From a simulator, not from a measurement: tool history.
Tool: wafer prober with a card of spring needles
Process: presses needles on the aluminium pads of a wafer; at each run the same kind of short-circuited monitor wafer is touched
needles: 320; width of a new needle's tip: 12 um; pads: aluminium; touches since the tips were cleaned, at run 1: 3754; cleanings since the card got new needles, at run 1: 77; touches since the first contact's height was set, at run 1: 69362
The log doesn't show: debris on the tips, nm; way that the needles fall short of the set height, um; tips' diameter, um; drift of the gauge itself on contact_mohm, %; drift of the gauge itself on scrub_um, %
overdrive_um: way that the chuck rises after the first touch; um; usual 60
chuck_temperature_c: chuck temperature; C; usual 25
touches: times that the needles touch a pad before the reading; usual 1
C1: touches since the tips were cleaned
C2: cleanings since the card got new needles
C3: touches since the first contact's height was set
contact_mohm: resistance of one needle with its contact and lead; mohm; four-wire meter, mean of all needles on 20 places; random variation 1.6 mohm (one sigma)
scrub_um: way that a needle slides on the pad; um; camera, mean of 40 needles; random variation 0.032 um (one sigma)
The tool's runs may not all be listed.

Run 1, hour 0.0: usual settings; C1 3754; C2 77; C3 69362. Result: contact_mohm 209 mohm, scrub_um 12.67 um.
At hour 6.1: tips cleaned on abrasive film.
Run 2, hour 13.6: usual settings; C1 2858; C2 78; C3 74519. Result: contact_mohm 209 mohm, scrub_um 12.60 um.
At hour 22.0: tips cleaned on abrasive film.
Run 3, hour 30.0: usual settings; C1 3081; C2 79; C3 80787. Result: contact_mohm 206 mohm, scrub_um 12.63 um.
At hour 35.9: tips cleaned on abrasive film.
At hour 50.6: tips cleaned on abrasive film.
Run 4, hour 60.4: usual settings but overdrive_um 77 um; C1 3741; C2 81; C3 92332. Result: contact_mohm 196 mohm, scrub_um 16.18 um.
At hour 64.8: tips cleaned on abrasive film.
At hour 79.0: tips cleaned on abrasive film.
Run 5, hour 79.0: usual settings but chuck_temperature_c 26 C; C1 0; C2 83; C3 99380. Result: contact_mohm 164 mohm, scrub_um 12.53 um.
At hour 92.6: tips cleaned on abrasive film.
Run 6, hour 92.6: usual settings but chuck_temperature_c 26 C; C1 0; C2 84; C3 104543. Result: contact_mohm 167 mohm, scrub_um 12.54 um.
At hour 107.3: tips cleaned on abrasive film.
Run 7, hour 111.9: usual settings but chuck_temperature_c 31 C; C1 1765; C2 85; C3 111910. Result: contact_mohm 193 mohm, scrub_um 12.51 um.
At hour 122.7: tips cleaned on abrasive film.
At hour 137.7: tips cleaned on abrasive film.
Run 8, hour 141.4: usual settings; C1 1410; C2 87; C3 123101. Result: contact_mohm 189 mohm, scrub_um 12.49 um.
At hour 151.5: tips cleaned on abrasive film.
At hour 154.0: height of the first contact set anew.
Run 9, hour 162.2: usual settings; C1 4008; C2 88; C3 3161. Result: contact_mohm 219 mohm, scrub_um 12.42 um.
At hour 166.8: tips cleaned on abrasive film.
At hour 181.3: tips cleaned on abrasive film.
Run 10, hour 181.5: usual settings; C1 66; C2 90; C3 10449. Result: contact_mohm 167 mohm, scrub_um 12.33 um.
At hour 197.4: tips cleaned on abrasive film.
Run 11, hour 207.5: usual settings; C1 3891; C2 91; C3 20380. Result: contact_mohm 213 mohm, scrub_um 12.33 um.
At hour 211.8: tips cleaned on abrasive film.
At hour 226.6: tips cleaned on abrasive film.
Run 12, hour 235.6: usual settings; C1 3455; C2 93; C3 31061. Result: contact_mohm 209 mohm, scrub_um 12.27 um.
At hour 241.5: tips cleaned on abrasive film.
At hour 243.6: height of the first contact set anew, once more.
At hour 256.3: tips cleaned on abrasive film.
Run 13, hour 262.0: usual settings but chuck_temperature_c 67 C; C1 2169; C2 95; C3 6992. Result: contact_mohm 205 mohm, scrub_um 12.86 um.
At hour 271.7: tips cleaned on abrasive film.
At hour 286.5: tips cleaned on abrasive film.
Run 14, hour 292.0: usual settings but chuck_temperature_c 67 C; C1 2105; C2 97; C3 18382. Result: contact_mohm 198 mohm, scrub_um 12.82 um.
At hour 302.0: tips cleaned on abrasive film.
Run 15, hour 309.7: usual settings but overdrive_um 68 um; C1 2974; C2 98; C3 25144. Result: contact_mohm 196 mohm, scrub_um 14.48 um.
At hour 316.7: tips cleaned on abrasive film.
Run 16, hour 322.8: usual settings but overdrive_um 55 um, chuck_temperature_c 45 C, touches 2; C1 2333; C2 99; C3 30101. Result: contact_mohm 188 mohm, scrub_um 11.69 um.
At hour 330.6: tips cleaned on abrasive film.
Run 17, hour 336.0: usual settings but overdrive_um 52 um, chuck_temperature_c 71 C; C1 2075; C2 100; C3 35131. Result: contact_mohm 213 mohm, scrub_um 11.03 um.
At hour 346.9: tips cleaned on abrasive film.
Run 18, hour 358.3: usual settings but overdrive_um 45 um, chuck_temperature_c 33 C, touches 2; C1 4339; C2 101; C3 43613. Result: contact_mohm 215 mohm, scrub_um 9.52 um.
At hour 362.7: tips cleaned on abrasive film.
At hour 377.4: tips cleaned on abrasive film.
Run 19, hour 378.4: usual settings but overdrive_um 71 um, chuck_temperature_c 33 C; C1 387; C2 103; C3 51256. Result: contact_mohm 168 mohm, scrub_um 15.06 um.
At hour 391.5: tips cleaned on abrasive film.
At hour 405.2: tips cleaned on abrasive film.
Run 20, hour 405.2: usual settings but touches 3; C1 0; C2 105; C3 61450. Result: contact_mohm 159 mohm, scrub_um 12.65 um.
At hour 419.2: tips cleaned on abrasive film.
Run 21, hour 420.8: usual settings but overdrive_um 67 um, touches 3; C1 584; C2 106; C3 67350. Result: contact_mohm 165 mohm, scrub_um 14.12 um.
At hour 433.4: tips cleaned on abrasive film.
Run 22, hour 435.1: usual settings but overdrive_um 67 um, touches 3; C1 640; C2 107; C3 72811. Result: contact_mohm 164 mohm, scrub_um 14.14 um.
At hour 447.2: tips cleaned on abrasive film.
At hour 460.7: tips cleaned on abrasive film.
Run 23, hour 465.3: usual settings but overdrive_um 72 um; C1 1757; C2 109; C3 84297. Result: contact_mohm 179 mohm, scrub_um 15.15 um.
At hour 475.0: tips cleaned on abrasive film.
At hour 489.2: tips cleaned on abrasive film.
Run 24, hour 489.2: usual settings but overdrive_um 72 um; C1 0; C2 111; C3 93358. Result: contact_mohm 159 mohm, scrub_um 15.18 um.
At hour 504.2: tips cleaned on abrasive film.
At hour 518.6: tips cleaned on abrasive film.
Run 25, hour 518.6: usual settings but overdrive_um 72 um; C1 0; C2 113; C3 104543. Result: contact_mohm 162 mohm, scrub_um 15.07 um.
At hour 534.2: tips cleaned on abrasive film.
Run 26, hour 535.7: usual settings but overdrive_um 50 um, chuck_temperature_c 62 C, touches 2; C1 602; C2 114; C3 111072. Result: contact_mohm 183 mohm, scrub_um 10.38 um.
At hour 547.7: tips cleaned on abrasive film.
Run 27, hour 548.8: usual settings but overdrive_um 50 um, chuck_temperature_c 62 C, touches 2; C1 427; C2 115; C3 116047. Result: contact_mohm 183 mohm, scrub_um 10.33 um.
At hour 561.9: tips cleaned on abrasive film.
Run 28, hour 571.0: usual settings but chuck_temperature_c 50 C; C1 3487; C2 116; C3 124507. Result: contact_mohm 213 mohm, scrub_um 12.52 um.
At hour 576.7: tips cleaned on abrasive film.
At hour 578.3: height of the first contact set anew.
At hour 591.4: tips cleaned on abrasive film.
Run 29, hour 598.4: usual settings but chuck_temperature_c 50 C; C1 2665; C2 118; C3 7640. Result: contact_mohm 211 mohm, scrub_um 12.76 um.
At hour 605.4: tips cleaned on abrasive film.
At hour 619.0: tips cleaned on abrasive film.
Run 30, hour 621.2: usual settings but overdrive_um 74 um, chuck_temperature_c 35 C, touches 3; C1 828; C2 120; C3 16307. Result: contact_mohm 166 mohm, scrub_um 15.80 um.

Some steps in contact_mohm between neighbouring runs. How much of each would the tool show without its hidden state too (settings, what came in, random variation), and how much is left for the hidden state, with any gauge scatter that isn't in both results?
Run 9 -> 10: tips cleaned on abrasive film, tips cleaned on abrasive film. contact_mohm -52 mohm: hidden state -52, all else +0.
Run 10 -> 11: tips cleaned on abrasive film. contact_mohm +46 mohm: hidden state +51, all else -5.
Run 18 -> 19: overdrive_um 45 -> 71, touches 2 -> 1, tips cleaned on abrasive film, tips cleaned on abrasive film. contact_mohm -47 mohm: hidden state -42, all else -5.

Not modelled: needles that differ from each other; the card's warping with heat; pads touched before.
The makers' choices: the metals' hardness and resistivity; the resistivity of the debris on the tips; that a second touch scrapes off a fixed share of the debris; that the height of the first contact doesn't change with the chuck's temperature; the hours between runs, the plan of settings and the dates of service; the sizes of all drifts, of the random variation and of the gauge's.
